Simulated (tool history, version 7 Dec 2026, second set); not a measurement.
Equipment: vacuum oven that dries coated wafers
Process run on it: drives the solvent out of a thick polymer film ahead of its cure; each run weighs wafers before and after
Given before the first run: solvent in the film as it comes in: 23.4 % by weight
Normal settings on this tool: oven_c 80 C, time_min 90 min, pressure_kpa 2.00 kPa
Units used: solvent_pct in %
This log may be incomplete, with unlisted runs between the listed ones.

Run 1, day 0.000: usual settings. Result: solvent_pct 1.89 %.
Run 2, day 1.433: usual settings. Result: solvent_pct 2.01 %.
Run 3, day 2.346: usual settings. Result: solvent_pct 2.04 %.
Run 4, day 3.425: usual settings. Result: solvent_pct 1.98 %.
Run 5, day 4.238: usual settings but oven_c 85 C. Result: solvent_pct 1.26 %.
Run 6, day 5.783: usual settings. Result: solvent_pct 1.90 %.
Run 7, day 7.312: usual settings. Result: solvent_pct 1.95 %.
Run 8, day 8.362: usual settings. Result: solvent_pct 1.88 %.
Run 9, day 10.008: usual settings. Result: solvent_pct 1.91 %.
Run 10, day 11.508: usual settings but pressure_kpa 2.67 kPa. Result: solvent_pct 2.38 %.
Run 11, day 13.112: usual settings but pressure_kpa 2.67 kPa. Result: solvent_pct 2.34 %.
Run 12, day 14.483: usual settings but pressure_kpa 2.67 kPa. Result: solvent_pct 2.40 %.
Run 13, day 16.117: usual settings but pressure_kpa 2.67 kPa. Result: solvent_pct 2.30 %.
Run 14, day 17.708: usual settings but pressure_kpa 2.67 kPa. Result: solvent_pct 2.41 %.
Run 15, day 18.621: usual settings. Result: solvent_pct 1.90 %.
Run 16, day 19.883: usual settings. Result: solvent_pct 2.00 %.
Run 17, day 21.396: usual settings. Result: solvent_pct 2.06 %.
Run 18, day 23.275: usual settings. Result: solvent_pct 2.03 %.
Run 19, day 24.671: usual settings. Result: solvent_pct 1.99 %.
Run 20, day 25.696: usual settings. Result: solvent_pct 1.96 %.
Run 21, day 27.467: usual settings. Result: solvent_pct 1.90 %.
Run 22, day 28.258: usual settings. Result: solvent_pct 1.96 %.
Run 23, day 29.033: usual settings but oven_c 94 C. Result: solvent_pct 0.89 %.
Run 24, day 30.362: usual settings. Result: solvent_pct 2.00 %.
Run 25, day 31.979: usual settings but time_min 84 min. Result: solvent_pct 2.16 %.
At day 33.783: oven's thermocouples calibrated.
Run 26, day 33.783: usual settings but oven_c 89 C, time_min 88 min, pressure_kpa 7.94 kPa. Result: solvent_pct 3.47 %.
Run 27, day 35.600: usual settings but time_min 49 min, pressure_kpa 1.01 kPa. Result: solvent_pct 3.85 %.
Run 28, day 36.633: usual settings but oven_c 72 C. Result: solvent_pct 4.64 %.
Run 29, day 38.346: usual settings but oven_c 88 C, time_min 59 min, pressure_kpa 1.09 kPa. Result: solvent_pct 1.01 %.
Run 30, day 39.446: usual settings but oven_c 70 C, time_min 81 min, pressure_kpa 2.24 kPa. Result: solvent_pct 6.47 %.
Run 31, day 40.704: usual settings but oven_c 70 C, time_min 81 min, pressure_kpa 2.24 kPa. Result: solvent_pct 6.53 %.
Run 32, day 42.375: usual settings but oven_c 92 C. Result: solvent_pct 1.03 %.
Run 33, day 44.129: usual settings but oven_c 67 C, time_min 76 min, pressure_kpa 7.35 kPa. Result: solvent_pct 12.16 %.
Run 34, day 44.954: usual settings but oven_c 95 C, time_min 87 min, pressure_kpa 6.24 kPa. Result: solvent_pct 2.26 %.
Run 35, day 46.254: usual settings but time_min 158 min, pressure_kpa 6.81 kPa. Result: solvent_pct 4.37 %.
Run 36, day 47.546: usual settings but time_min 158 min, pressure_kpa 6.81 kPa. Result: solvent_pct 4.31 %.
Run 37, day 48.358: usual settings but time_min 158 min, pressure_kpa 6.81 kPa. Result: solvent_pct 4.30 %.
Run 38, day 49.696: usual settings but oven_c 76 C, time_min 162 min. Result: solvent_pct 1.83 %.
Run 39, day 50.642: usual settings but oven_c 76 C, time_min 162 min. Result: solvent_pct 1.91 %.
Run 40, day 51.729: usual settings but oven_c 76 C, time_min 46 min, pressure_kpa 1.19 kPa. Result: solvent_pct 6.02 %.
Run 41, day 52.821: usual settings but oven_c 77 C. Result: solvent_pct 2.78 %.
Run 42, day 54.204: usual settings but oven_c 79 C, pressure_kpa 1.94 kPa. Result: solvent_pct 2.24 %.
Run 43, day 55.721: usual settings but oven_c 79 C, pressure_kpa 1.94 kPa. Result: solvent_pct 2.17 %.
Run 44, day 56.808: usual settings but oven_c 67 C, time_min 136 min, pressure_kpa 3.58 kPa. Result: solvent_pct 6.27 %.
Run 45, day 57.883: usual settings but oven_c 85 C, time_min 82 min, pressure_kpa 2.51 kPa. Result: solvent_pct 1.56 %.
Run 46, day 59.654: usual settings but oven_c 91 C, time_min 82 min, pressure_kpa 2.51 kPa. Result: solvent_pct 1.18 %.
Run 47, day 60.879: usual settings but oven_c 91 C, time_min 51 min, pressure_kpa 3.34 kPa. Result: solvent_pct 1.78 %.

Below are 4 alternative next runs, each starting from the tool's condition after run 47. Predict each:
Run A, day 62.767: usual settings but oven_c 78 C, time_min 57 min, pressure_kpa 1.63 kPa. Result: solvent_pct ?.
Run B, day 62.767: usual settings but time_min 83 min, pressure_kpa 1.26 kPa. Result: solvent_pct ?.
Run C, day 62.767: usual settings but oven_c 67 C, time_min 50 min, pressure_kpa 2.11 kPa. Result: solvent_pct ?.
Run D, day 62.767: usual settings but oven_c 86 C, time_min 51 min, pressure_kpa 3.34 kPa. Result: solvent_pct ?.

run  solvent_pct
  A         4.09
  B         1.85
  C        10.68
  D         2.74
The same runs, with their run-to-run variation unchanged, on a tool lacking any hidden condition would have given:
run  solvent_pct
  A         4.15
  B         1.72
  C        10.79
  D         2.72
